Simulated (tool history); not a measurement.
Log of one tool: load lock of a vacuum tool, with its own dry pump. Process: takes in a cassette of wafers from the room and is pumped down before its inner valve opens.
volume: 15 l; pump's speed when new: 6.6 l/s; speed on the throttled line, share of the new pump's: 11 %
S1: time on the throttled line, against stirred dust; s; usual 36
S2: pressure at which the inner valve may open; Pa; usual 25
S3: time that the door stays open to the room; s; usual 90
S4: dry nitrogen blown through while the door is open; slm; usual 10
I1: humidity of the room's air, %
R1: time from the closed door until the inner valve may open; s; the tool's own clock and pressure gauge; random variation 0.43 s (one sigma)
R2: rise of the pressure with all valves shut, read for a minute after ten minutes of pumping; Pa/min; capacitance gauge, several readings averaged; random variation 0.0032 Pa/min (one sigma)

run    hour  S1  S2   S3  S4    I1    R1     R2
  1       0  36  25   90  10  45.6  51.1  0.155
  2   572.3  36  25   90  10  40.3  51.1  0.151
  3  1139.6  36  25   90  10  45.1  51.2  0.173
  4  1696.7  36  25   90  26  45.2  50.9  0.153
  5  2134.7  23  25   90  26  47.3  39.2  0.156
  6  2453.8  36  25   90  10  45.1    51  0.186
  7  2804.8  36  25   90  10  45.4  51.7  0.192
  8  3158.8  36  25   90  10  42.6  52.2  0.193
  9  3804.2  36  33  138  10  43.4  50.7  0.239
 10  4263.2  36  33  138  10  44.9  50.3  0.243
 11  4901.4  57  25  131  11  45.8  70.6  0.242
 12  5492.1  36  31   74  20  44.4  51.1  0.201

3 ways to go on from here, each from the tool as it stands after run 12. What would each give?
  A  6158.8  36  24  164  20  46.2   ?   ?
  B  6158.8  36  25   59   7  45.8   ?   ?
  C  6158.8  32  25   90  10  44.3   ?   ?

run    R1     R2
  A    52  0.252
  B  51.1  0.221
  C    48  0.236
Without the tool's hidden state the same runs would have given:
run    R1     R2
  A  51.2  0.115
  B  50.4  0.082
  C  47.2  0.097
